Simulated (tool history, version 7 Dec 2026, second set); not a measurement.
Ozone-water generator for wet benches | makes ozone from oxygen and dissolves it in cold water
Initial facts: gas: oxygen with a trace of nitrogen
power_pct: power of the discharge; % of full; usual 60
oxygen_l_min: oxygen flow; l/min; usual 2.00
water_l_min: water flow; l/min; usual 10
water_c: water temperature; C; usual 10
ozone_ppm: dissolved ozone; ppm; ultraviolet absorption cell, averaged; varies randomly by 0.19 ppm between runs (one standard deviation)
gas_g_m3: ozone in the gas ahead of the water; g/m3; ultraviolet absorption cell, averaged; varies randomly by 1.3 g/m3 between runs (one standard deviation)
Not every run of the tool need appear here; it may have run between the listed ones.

run	hour	power_pct	oxygen_l_min	water_l_min	water_c	ozone_ppm	gas_g_m3
1	0.0	60	2.00	10	10	26.4	239.7
2	125.0	60	2.00	10	8	26.7	239.3
3	230.3	60	2.00	10	10	26.1	239.9
4	329.2	60	2.00	10	10	25.8	238.6
5	384.3	60	2.00	10	10	26.1	236.6
# hour 398.4: contactor cleaned
6	452.4	60	2.00	10	10	25.7	238.1
# hour 577.1: contactor cleaned, once more
7	577.1	46	2.00	9	7	25.7	200.7
8	658.3	60	2.05	7	13	34.3	235.4
9	777.4	60	2.05	7	13	34.0	233.2
10	876.3	60	2.05	7	13	33.5	233.9
11	990.7	86	1.47	7	11	41.7	343.0

Difference, measured minus no-hidden-state, one row per run. Run-to-run variation is common to both terms; the gauge's own scatter need not be:
Hidden state at play: yield of the discharge, % of new electrodes'; contactor's efficiency, % of a clean one's; true water temperature over the reading, C; drift of the gauge itself on ozone_ppm, %; drift of the gauge itself on gas_g_m3, %.
run	ozone_ppm	gas_g_m3
1	-1.6	-8.2
2	-1.6	-8.5
3	-1.6	-8.7
4	-1.6	-9.0
5	-1.6	-8.9
6	-1.8	-9.1
7	-0.9	-6.5
8	-1.4	-9.5
9	-1.5	-9.7
10	-1.5	-9.9
11	-2.4	-18.6
